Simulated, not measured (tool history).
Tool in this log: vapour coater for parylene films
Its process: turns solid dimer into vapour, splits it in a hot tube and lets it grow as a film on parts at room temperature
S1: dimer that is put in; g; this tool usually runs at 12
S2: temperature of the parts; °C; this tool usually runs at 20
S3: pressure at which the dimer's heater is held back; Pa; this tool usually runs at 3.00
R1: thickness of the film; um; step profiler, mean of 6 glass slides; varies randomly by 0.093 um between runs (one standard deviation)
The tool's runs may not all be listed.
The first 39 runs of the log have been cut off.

Run 40, hour 466.7: usual settings but S1 21 g, S2 19 °C, S3 6.31 Pa. Result: R1 17.21 um.
Run 41, hour 482.1: usual settings but S1 21 g, S2 19 °C, S3 6.31 Pa. Result: R1 17.20 um.
Run 42, hour 498.1: usual settings but S2 14 °C, S3 2.63 Pa. Result: R1 13.26 um.
Run 43, hour 507.1: usual settings but S2 24 °C, S3 3.20 Pa. Result: R1 9.80 um.
Run 44, hour 517.4: usual settings but S2 24 °C, S3 3.20 Pa. Result: R1 9.81 um.
Run 45, hour 532.7: usual settings but S2 24 °C, S3 3.20 Pa. Result: R1 9.76 um.
Run 46, hour 545.2: usual settings but S1 21 g, S2 19 °C, S3 7.81 Pa. Result: R1 16.30 um.
Run 47, hour 559.0: usual settings but S1 10 g, S2 23 °C, S3 3.54 Pa. Result: R1 8.33 um.

Forecast each of these 4 alternatives for the next run:
Run A, hour 568.5: usual settings but S1 10 g, S2 23 °C, S3 2.38 Pa. Result: R1 ?.
Run B, hour 568.5: usual settings but S1 15 g, S3 5.31 Pa. Result: R1 ?.
Run C, hour 568.5: usual settings but S1 10 g, S2 23 °C, S3 3.84 Pa. Result: R1 ?.
Run D, hour 568.5: usual settings but S1 18 g, S2 15 °C, S3 2.20 Pa. Result: R1 ?.

run     R1
  A   8.95
  B  12.22
  C   8.16
  D  19.99
The same runs, with their run-to-run variation unchanged, on a tool lacking any hidden condition would have given:
run     R1
  A   8.97
  B  12.25
  C   8.18
  D  20.03
